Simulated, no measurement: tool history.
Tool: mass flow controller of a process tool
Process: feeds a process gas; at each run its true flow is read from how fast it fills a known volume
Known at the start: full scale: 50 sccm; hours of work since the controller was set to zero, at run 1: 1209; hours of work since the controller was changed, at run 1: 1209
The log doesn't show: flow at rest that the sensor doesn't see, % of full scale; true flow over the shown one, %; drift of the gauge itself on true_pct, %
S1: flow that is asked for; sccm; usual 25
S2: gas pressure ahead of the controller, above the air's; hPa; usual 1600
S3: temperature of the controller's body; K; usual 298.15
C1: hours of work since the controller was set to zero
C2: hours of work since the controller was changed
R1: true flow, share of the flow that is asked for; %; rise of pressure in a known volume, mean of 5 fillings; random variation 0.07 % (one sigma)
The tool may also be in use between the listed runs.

| run | hour | S1 | S2 | S3 | C1 | C2 | R1 |
|---|---|---|---|---|---|---|---|
| 1 | 0 | 25 | 1600 | 298.15 | 1209 | 1209 | 99.28 |
| 2 | 36.3 | 25 | 1600 | 298.15 | 1228 | 1228 | 99.25 |
| 3 | 111.7 | 25 | 1600 | 298.15 | 1266 | 1266 | 99.17 |
| 4 | 156.4 | 25 | 1600 | 304.15 | 1289 | 1289 | 99.6 |
| 5 | 224.8 | 25 | 1600 | 298.15 | 1324 | 1324 | 99.29 |
| 6 | 279.1 | 29 | 1600 | 298.15 | 1352 | 1352 | 99.46 |
| 7 | 311.2 | 9 | 1600 | 298.15 | 1368 | 1368 | 98.85 |
| 8 | 359.5 | 9 | 1600 | 298.15 | 1393 | 1393 | 98.87 |
| 9 | 420.5 | 9 | 1600 | 298.15 | 1424 | 1424 | 98.84 |
| 10 | 493.8 | 27 | 1600 | 298.15 | 1461 | 1461 | 99.35 |
| 11 | 552.7 | 27 | 1600 | 298.15 | 1492 | 1492 | 99.41 |
| 12 | 604.1 | 25 | 1600 | 298.15 | 1518 | 1518 | 99.27 |
| 13 | 681.1 | 25 | 1830 | 298.15 | 1557 | 1557 | 99.35 |
| 14 | 740 | 25 | 1830 | 298.15 | 1587 | 1587 | 99.37 |
| 15 | 776.6 | 25 | 1600 | 298.15 | 1606 | 1606 | 99.13 |
| 16 | 811.6 | 15 | 1600 | 298.15 | 1624 | 1624 | 99.02 |
| 17 | 871 | 15 | 1600 | 298.15 | 1654 | 1654 | 98.91 |
| 18 | 920 | 44 | 1600 | 298.15 | 1679 | 1679 | 99.73 |
| 19 | 985.5 | 25 | 2320 | 298.15 | 1713 | 1713 | 99.66 |
| 20 | 1044.7 | 25 | 1790 | 306.15 | 1743 | 1743 | 99.96 |
| 21 | 1118.7 | 46 | 2650 | 300.15 | 1781 | 1781 | 100.35 |
| 22 | 1186.6 | 45 | 2700 | 304.15 | 1816 | 1816 | 100.67 |
| 23 | 1255.6 | 45 | 2700 | 304.15 | 1851 | 1851 | 100.7 |
| 24 | 1332.5 | 23 | 2690 | 299.15 | 1890 | 1890 | 99.8 |
| 25 | 1398.5 | 12 | 1760 | 294.15 | 1924 | 1924 | 98.77 |
| 26 | 1452.2 | 10 | 1640 | 307.15 | 1951 | 1951 | 99.51 |
| 27 | 1512.5 | 9 | 2530 | 307.15 | 1982 | 1982 | 100.18 |
| 28 | 1581.3 | 25 | 2540 | 303.15 | 2017 | 2017 | 100.09 |
| 29 | 1620.5 | 25 | 2540 | 303.15 | 2037 | 2037 | 100.15 |
| 30 | 1687.5 | 8 | 1510 | 295.15 | 2072 | 2072 | 98.6 |

Run 31 comes next. What will it give?
| 31 | 1748 | 34 | 1510 | 309.15 | 2103 | 2103 | ? |

Run 31 gave R1 100.24 %.
Without the tool's hidden state the same run would have given R1 100.24 %.

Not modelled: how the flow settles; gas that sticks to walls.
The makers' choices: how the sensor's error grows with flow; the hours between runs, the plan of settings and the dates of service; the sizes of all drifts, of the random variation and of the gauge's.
